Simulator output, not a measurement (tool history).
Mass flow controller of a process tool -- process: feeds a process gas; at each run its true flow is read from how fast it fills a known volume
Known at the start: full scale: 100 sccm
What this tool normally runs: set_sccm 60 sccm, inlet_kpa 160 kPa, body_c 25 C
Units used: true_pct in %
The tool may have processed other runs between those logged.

Run 1, hour 0.0: usual settings. Result: true_pct 98.73 %.
Run 2, hour 219.7: usual settings. Result: true_pct 98.94 %.
Run 3, hour 509.5: usual settings. Result: true_pct 98.87 %.
Run 4, hour 721.7: usual settings. Result: true_pct 98.87 %.
Run 5, hour 991.6: usual settings but inlet_kpa 265 kPa. Result: true_pct 99.30 %.
Run 6, hour 1216.0: usual settings but inlet_kpa 265 kPa. Result: true_pct 99.36 %.
Run 7, hour 1474.0: usual settings but inlet_kpa 265 kPa. Result: true_pct 99.34 %.
Run 8, hour 1755.4: usual settings but set_sccm 12 sccm. Result: true_pct 97.63 %.
Run 9, hour 1907.9: usual settings but set_sccm 12 sccm, inlet_kpa 181 kPa. Result: true_pct 97.88 %.
Run 10, hour 2084.8: usual settings but set_sccm 21 sccm. Result: true_pct 98.00 %.
Run 11, hour 2356.5: usual settings but set_sccm 21 sccm. Result: true_pct 97.94 %.
Run 12, hour 2570.5: usual settings but set_sccm 21 sccm. Result: true_pct 98.01 %.
Run 13, hour 2821.9: usual settings but set_sccm 13 sccm, inlet_kpa 265 kPa. Result: true_pct 98.17 %.
Run 14, hour 3053.9: usual settings but set_sccm 13 sccm, inlet_kpa 265 kPa, body_c 22 C. Result: true_pct 98.70 %.
Run 15, hour 3263.5: usual settings but set_sccm 25 sccm, inlet_kpa 202 kPa, body_c 27 C. Result: true_pct 98.10 %.
Run 16, hour 3536.9: usual settings but set_sccm 25 sccm, inlet_kpa 202 kPa, body_c 27 C. Result: true_pct 98.15 %.
Run 17, hour 3728.6: usual settings but set_sccm 12 sccm, body_c 39 C. Result: true_pct 96.24 %.
Run 18, hour 3935.5: usual settings but body_c 29 C. Result: true_pct 98.71 %.
Run 19, hour 4107.6: usual settings but body_c 29 C. Result: true_pct 98.70 %.
Run 20, hour 4339.7: usual settings but set_sccm 34 sccm, inlet_kpa 143 kPa, body_c 21 C. Result: true_pct 98.98 %.
Run 21, hour 4509.1: usual settings but set_sccm 34 sccm, inlet_kpa 143 kPa, body_c 21 C. Result: true_pct 98.77 %.

Difference, measured minus no-hidden-state, one row per run. Run-to-run variation is common to both terms; the gauge's own scatter need not be:
The tool's hidden condition here consists of: flow at rest that the sensor doesn't see, % of full scale; true flow over the shown one, %; drift of the gauge itself on true_pct, %.
run  true_pct
  1     +0.00
  2     +0.02
  3     +0.05
  4     +0.08
  5     +0.10
  6     +0.12
  7     +0.15
  8     +0.18
  9     +0.20
 10     +0.21
 11     +0.24
 12     +0.25
 13     +0.29
 14     +0.31
 15     +0.32
 16     +0.35
 17     +0.37
 18     +0.39
 19     +0.40
 20     +0.43
 21     +0.45
